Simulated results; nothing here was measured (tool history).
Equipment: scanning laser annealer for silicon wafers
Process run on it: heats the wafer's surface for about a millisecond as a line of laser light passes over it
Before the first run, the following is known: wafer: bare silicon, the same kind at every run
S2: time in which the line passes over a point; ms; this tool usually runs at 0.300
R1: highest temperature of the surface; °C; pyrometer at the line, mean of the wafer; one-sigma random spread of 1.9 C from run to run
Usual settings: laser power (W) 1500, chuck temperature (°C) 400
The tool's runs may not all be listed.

run 1 hour=0.0 | laser_power_(W)=1500 S2=0.300 chuck_temperature_(°C)=400 | R1=1180
run 2 hour=38.9 | laser_power_(W)=1500 S2=0.300 chuck_temperature_(°C)=400 | R1=1177
run 3 hour=68.6 | laser_power_(W)=1500 S2=0.300 chuck_temperature_(°C)=400 | R1=1174
run 4 hour=97.0 | laser_power_(W)=1500 S2=0.300 chuck_temperature_(°C)=400 | R1=1172
run 5 hour=129.7 | laser_power_(W)=1500 S2=0.300 chuck_temperature_(°C)=400 | R1=1169
run 6 hour=155.8 | laser_power_(W)=1500 S2=0.300 chuck_temperature_(°C)=400 | R1=1165
run 7 hour=191.0 | laser_power_(W)=1500 S2=0.300 chuck_temperature_(°C)=400 | R1=1168
run 8 hour=222.0 | laser_power_(W)=1500 S2=0.300 chuck_temperature_(°C)=400 | R1=1165
run 9 hour=239.9 | laser_power_(W)=1500 S2=0.237 chuck_temperature_(°C)=400 | R1=1076
run 10 hour=271.9 | laser_power_(W)=1500 S2=0.300 chuck_temperature_(°C)=400 | R1=1160
run 11 hour=312.3 | laser_power_(W)=1336 S2=0.300 chuck_temperature_(°C)=400 | R1=1050
run 12 hour=343.0 | laser_power_(W)=1336 S2=0.300 chuck_temperature_(°C)=400 | R1=1047
run 13 hour=369.0 | laser_power_(W)=1343 S2=0.300 chuck_temperature_(°C)=400 | R1=1051
run 14 hour=386.5 | laser_power_(W)=1343 S2=0.300 chuck_temperature_(°C)=400 | R1=1046
-- hour=391.2 window over the wafer cleaned
run 15 hour=409.2 | laser_power_(W)=1343 S2=0.300 chuck_temperature_(°C)=400 | R1=1035
run 16 hour=443.3 | laser_power_(W)=1500 S2=0.300 chuck_temperature_(°C)=400 | R1=1133
run 17 hour=476.9 | laser_power_(W)=1500 S2=0.300 chuck_temperature_(°C)=400 | R1=1128
-- hour=480.7 window over the wafer cleaned, once more
run 18 hour=521.9 | laser_power_(W)=1500 S2=0.300 chuck_temperature_(°C)=400 | R1=1186
run 19 hour=555.5 | laser_power_(W)=1500 S2=0.300 chuck_temperature_(°C)=400 | R1=1182
-- hour=586.3 optics aligned, line set to its width
run 20 hour=594.9 | laser_power_(W)=1500 S2=0.300 chuck_temperature_(°C)=400 | R1=1207
run 21 hour=634.7 | laser_power_(W)=1510 S2=0.265 chuck_temperature_(°C)=412 | R1=1167
run 22 hour=661.1 | laser_power_(W)=1417 S2=0.275 chuck_temperature_(°C)=400 | R1=1109
run 23 hour=690.1 | laser_power_(W)=1417 S2=0.275 chuck_temperature_(°C)=400 | R1=1109
run 24 hour=720.0 | laser_power_(W)=1446 S2=0.275 chuck_temperature_(°C)=412 | R1=1139
run 25 hour=743.9 | laser_power_(W)=1530 S2=0.258 chuck_temperature_(°C)=387 | R1=1146
run 26 hour=783.4 | laser_power_(W)=1530 S2=0.240 chuck_temperature_(°C)=427 | R1=1152
run 27 hour=802.0 | laser_power_(W)=1500 S2=0.339 chuck_temperature_(°C)=370 | R1=1210
run 28 hour=833.0 | laser_power_(W)=1550 S2=0.221 chuck_temperature_(°C)=389 | R1=1092
run 29 hour=872.3 | laser_power_(W)=1550 S2=0.213 chuck_temperature_(°C)=397 | R1=1089
run 30 hour=907.7 | laser_power_(W)=1550 S2=0.213 chuck_temperature_(°C)=366 | R1=1057
run 31 hour=943.8 | laser_power_(W)=1523 S2=0.261 chuck_temperature_(°C)=381 | R1=1126
run 32 hour=965.7 | laser_power_(W)=1500 S2=0.242 chuck_temperature_(°C)=397 | R1=1096
run 33 hour=991.0 | laser_power_(W)=1352 S2=0.339 chuck_temperature_(°C)=377 | R1=1098
run 34 hour=1020.4 | laser_power_(W)=1632 S2=0.246 chuck_temperature_(°C)=371 | R1=1156
run 35 hour=1056.3 | laser_power_(W)=1532 S2=0.240 chuck_temperature_(°C)=440 | R1=1149
run 36 hour=1090.0 | laser_power_(W)=1532 S2=0.240 chuck_temperature_(°C)=440 | R1=1147
run 37 hour=1132.8 | laser_power_(W)=1532 S2=0.240 chuck_temperature_(°C)=440 | R1=1147
run 38 hour=1164.7 | laser_power_(W)=1506 S2=0.300 chuck_temperature_(°C)=401 | R1=1170
run 39 hour=1191.8 | laser_power_(W)=1406 S2=0.300 chuck_temperature_(°C)=364 | R1=1061
run 40 hour=1230.4 | laser_power_(W)=1605 S2=0.333 chuck_temperature_(°C)=420 | R1=1298

Here are 4 independent what-if runs from the current tool condition. What would each one return?
run A hour=1252.5 | laser_power_(W)=1500 S2=0.367 chuck_temperature_(°C)=400 | R1=?
run B hour=1252.5 | laser_power_(W)=1649 S2=0.300 chuck_temperature_(°C)=380 | R1=?
run C hour=1252.5 | laser_power_(W)=1472 S2=0.309 chuck_temperature_(°C)=437 | R1=?
run D hour=1252.5 | laser_power_(W)=1279 S2=0.310 chuck_temperature_(°C)=371 | R1=?

run=A R1=1241
run=B R1=1238
run=C R1=1188
run=D R1=993
Stripped of hidden state, with their random variation kept, the same runs would have yielded:
run=A R1=1304
run=B R1=1303
run=C R1=1245
run=D R1=1040
